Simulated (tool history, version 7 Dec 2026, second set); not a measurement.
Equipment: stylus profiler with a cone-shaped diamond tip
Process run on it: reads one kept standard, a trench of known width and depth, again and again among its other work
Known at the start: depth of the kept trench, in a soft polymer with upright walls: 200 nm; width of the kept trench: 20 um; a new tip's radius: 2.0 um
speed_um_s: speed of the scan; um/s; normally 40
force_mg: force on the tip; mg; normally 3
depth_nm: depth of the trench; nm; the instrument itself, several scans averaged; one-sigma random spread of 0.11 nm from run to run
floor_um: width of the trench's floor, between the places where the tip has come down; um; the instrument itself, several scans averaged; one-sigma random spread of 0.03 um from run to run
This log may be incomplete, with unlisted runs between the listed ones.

run	day	speed_um_s	force_mg	depth_nm	floor_um
1	0	40	3	201.78	17.83
2	1.508	40	3	201.56	17.84
3	2.221	40	3	201.7	17.87
4	3.812	40	3	201.61	17.84
5	5.188	153	3	201.84	17.55
6	6.05	153	3	201.67	17.51
7	7.725	40	1.91	201.17	17.78
8	8.662	40	1.91	201.16	17.79
9	9.342	40	2.86	201.65	17.81
10	11.033	40	2.86	201.56	17.8
11	11.725	40	3	201.66	17.78
12	12.562	40	3	201.54	17.76
13	13.625	40	3	201.58	17.79
14	14.496	40	3	201.54	17.78
# day 14.638: height scale calibrated on a step standard
15	15.546	40	3	201.62	17.73
16	17.196	40	3	201.64	17.81
17	18.738	40	3	201.4	17.78
18	19.562	40	3	201.57	17.76
19	21.25	40	3	201.6	17.69
20	21.946	40	3	201.55	17.75
# day 22.167: height scale calibrated on a step standard, once more
21	23.075	40	2.19	201.75	17.74
22	24.225	40	2.74	202.04	17.75
23	25.704	12	1.15	200.94	17.76
24	26.625	14	6.67	203.78	17.78
25	27.35	14	6.67	203.56	17.78
26	28.979	18	1.26	201.13	17.73
27	30.504	11	1.45	201.29	17.73
28	31.925	28	3	201.92	17.75
29	33.012	28	3	201.92	17.68
30	34.133	40	2.28	201.65	17.65
31	34.938	100	6.47	203.45	17.62
32	36.533	25	8.41	204.21	17.71
33	37.225	141	2.97	202.09	17.38
34	37.967	141	2.97	201.9	17.39
35	39.579	35	3.91	202.25	17.64
36	40.575	107	2.66	201.74	17.47
37	41.538	126	3	201.93	17.39
38	42.958	104	1.38	201.06	17.4
39	43.962	31	5.21	202.78	17.65
40	44.717	25	5.65	203.01	17.65
41	45.9	25	5.65	203.04	17.65
42	47.238	98	2.71	201.92	17.39
43	48.758	98	2.71	201.82	17.4
44	49.746	58	4.7	202.6	17.56

Forecast each of these 5 alternatives for the next run:
A	51.225	11	4.32	?	?
B	51.225	91	1.01	?	?
C	51.225	46	4.7	?	?
D	51.225	58	2.91	?	?
E	51.225	10	2.23	?	?

run	depth_nm	floor_um
A	202.65	17.68
B	200.66	17.27
C	202.68	17.54
D	201.89	17.54
E	201.43	17.65
Had the tool no hidden state, the same runs would have come out as:
run	depth_nm	floor_um
A	202.89	18.26
B	200.9	17.85
C	202.92	18.12
D	202.13	18.12
E	201.67	18.23
